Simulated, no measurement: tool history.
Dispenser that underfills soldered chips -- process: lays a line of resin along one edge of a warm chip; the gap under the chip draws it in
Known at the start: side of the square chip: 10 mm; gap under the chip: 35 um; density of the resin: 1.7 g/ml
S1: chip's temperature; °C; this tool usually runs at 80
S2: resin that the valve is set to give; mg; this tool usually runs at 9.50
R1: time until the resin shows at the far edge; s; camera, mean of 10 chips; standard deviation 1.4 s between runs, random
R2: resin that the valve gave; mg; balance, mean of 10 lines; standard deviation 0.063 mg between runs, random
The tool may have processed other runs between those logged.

{"run": 1, "day": 0.0, "S1": 80, "S2": 9.5, "R1": 157.0, "R2": 9.34}
{"run": 2, "day": 0.204, "S1": 80, "S2": 9.5, "R1": 190.4, "R2": 9.39}
{"day": 0.517, "done": "new syringe of resin"}
{"run": 3, "day": 0.517, "S1": 80, "S2": 9.5, "R1": 140.8, "R2": 9.24}
{"run": 4, "day": 0.792, "S1": 80, "S2": 9.5, "R1": 176.3, "R2": 9.24}
{"day": 1.158, "done": "new syringe of resin"}
{"run": 5, "day": 1.212, "S1": 80, "S2": 9.5, "R1": 149.9, "R2": 9.15}
{"run": 6, "day": 1.538, "S1": 80, "S2": 9.5, "R1": 192.0, "R2": 9.14}
{"day": 1.817, "done": "new syringe of resin"}
{"run": 7, "day": 1.825, "S1": 80, "S2": 9.5, "R1": 147.5, "R2": 9.04}
{"run": 8, "day": 2.238, "S1": 80, "S2": 9.5, "R1": 203.6, "R2": 8.9}
{"day": 2.479, "done": "new syringe of resin"}
{"run": 9, "day": 2.671, "S1": 80, "S2": 9.5, "R1": 171.5, "R2": 8.96}
{"run": 10, "day": 3.104, "S1": 67, "S2": 9.5, "R1": 427.8, "R2": 8.74}
{"day": 3.146, "done": "new syringe of resin"}
{"run": 11, "day": 3.483, "S1": 67, "S2": 9.5, "R1": 343.7, "R2": 8.79}
{"run": 12, "day": 3.75, "S1": 80, "S2": 9.5, "R1": 239.4, "R2": 8.72}
{"day": 3.796, "done": "new syringe of resin"}
{"run": 13, "day": 3.954, "S1": 77, "S2": 8.72, "R1": 195.4, "R2": 8.05}
{"day": 4.067, "done": "dispensing valve cleaned and set on the balance"}
{"run": 14, "day": 4.425, "S1": 66, "S2": 11.77, "R1": 432.7, "R2": 11.59}
{"day": 4.5, "done": "new syringe of resin"}
{"run": 15, "day": 4.717, "S1": 66, "S2": 11.77, "R1": 313.6, "R2": 11.57}
{"run": 16, "day": 5.104, "S1": 66, "S2": 11.77, "R1": 426.4, "R2": 11.45}
{"day": 5.171, "done": "new syringe of resin"}
{"run": 17, "day": 5.417, "S1": 94, "S2": 11.23, "R1": 97.5, "R2": 10.93}
{"run": 18, "day": 5.712, "S1": 94, "S2": 11.23, "R1": 121.8, "R2": 10.91}

Predict each of these 4 candidate next runs independently; none follows another, all start after run 18:
{"day": 5.825, "done": "new syringe of resin"}
{"run": "A", "day": 6.175, "S1": 94, "S2": 9.5, "R1": "?", "R2": "?"}
{"day": 5.825, "done": "new syringe of resin"}
{"run": "B", "day": 6.175, "S1": 94, "S2": 10.41, "R1": "?", "R2": "?"}
{"day": 5.825, "done": "new syringe of resin"}
{"run": "C", "day": 6.175, "S1": 76, "S2": 8.51, "R1": "?", "R2": "?"}
{"day": 5.825, "done": "new syringe of resin"}
{"run": "D", "day": 6.175, "S1": 87, "S2": 8.86, "R1": "?", "R2": "?"}

run=A R1=108.3 R2=9.10
run=B R1=106.9 R2=9.92
run=C R1=236.2 R2=8.21
run=D R1=142.9 R2=8.65
Without the tool's unlogged condition, the same runs would have read:
run=A R1=78.3 R2=9.47
run=B R1=77.4 R2=10.32
run=C R1=169.1 R2=8.55
run=D R1=102.8 R2=9.00
